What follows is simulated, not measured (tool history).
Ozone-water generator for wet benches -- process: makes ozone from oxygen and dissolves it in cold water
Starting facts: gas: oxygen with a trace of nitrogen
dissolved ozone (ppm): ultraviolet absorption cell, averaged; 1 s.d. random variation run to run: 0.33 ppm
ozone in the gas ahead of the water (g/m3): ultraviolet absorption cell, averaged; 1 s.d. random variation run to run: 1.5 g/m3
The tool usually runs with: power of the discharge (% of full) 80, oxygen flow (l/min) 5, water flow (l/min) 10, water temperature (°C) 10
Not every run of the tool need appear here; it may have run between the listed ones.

run    hour  power of the discharge (% of full)  oxygen flow (l/min)  water flow (l/min)  water temperature (°C)  dissolved ozone (ppm)  ozone in the gas ahead of the water (g/m3)
  1       0                                  80                    5                  10                      10                   49.5                                       275.3
  2   107.5                                  80                    5                  10                      10                   48.7                                       275.9
  3   196.6                                  80                    5                  10                      10                   48.9                                       275.5
  4   250.5                                  80                    5                  10                      10                     49                                       274.8
  5   331.1                                  80                    5                  10                      17                   42.9                                       276.4
  6   395.4                                  80                    5                  10                      10                   48.7                                       274.9
  7   502.7                                  90                    5                  10                      10                   53.4                                       303.8
  8   628.2                                  90                    5                  10                       8                   55.6                                       302.8
      639.5  -- water thermometer calibrated
  9   696.6                                  90                    5                   6                       8                   78.4                                       302.9
 10     775                                  80                    5                   7                      10                   61.9                                       273.7
 11   879.8                                  80                    5                  12                       5                   44.7                                       270.7
      931.5  -- water thermometer calibrated, once more
 12   980.4                                  80                    5                  14                       6                   37.9                                       270.5
 13  1046.2                                  92                 2.93                  14                      16                   38.8                                       438.4
 14  1174.2                                  80                 5.17                  13                      10                   38.2                                       267.4
 15  1265.3                                  80                 5.17                  13                      10                   38.3                                       266.4
 16  1370.9                                  80                 6.61                   7                      10                   56.5                                         227
 17  1423.6                                  80                 6.61                   7                      10                   55.7                                       226.4
 18  1547.2                                  83                 6.99                  10                      18                   37.9                                       222.7
 19  1611.9                                  80                    5                   8                       6                   59.7                                       270.2

Below, each run's measurement less what the same run would have read without the hidden state. Both values contain the same run-to-run variation, but the gauge's scatter may not be the same in both:
Unlogged tool condition in this case: yield of the discharge, % of new electrodes'; contactor's efficiency, % of a clean one's; true water temperature over the reading, C; drift of the gauge itself on ozone_ppm, %; drift of the gauge itself on gas_g_m3, %.
run  dissolved ozone (ppm)  ozone in the gas ahead of the water (g/m3)
  1                   -2.6                                       -11.9
  2                   -2.7                                       -12.3
  3                   -2.8                                       -12.6
  4                   -2.9                                       -12.7
  5                   -2.6                                       -13.1
  6                     -3                                       -13.3
  7                   -3.7                                       -16.5
  8                   -3.9                                       -17.1
  9                   -5.3                                       -17.4
 10                   -4.1                                       -14.7
 11                   -3.3                                       -14.9
 12                   -2.9                                       -15.2
 13                   -3.4                                       -27.9
 14                   -3.1                                       -15.9
 15                   -3.2                                         -16
 16                   -4.4                                         -14
 17                   -4.3                                       -14.1
 18                   -3.3                                       -14.8
 19                     -5                                       -17.7
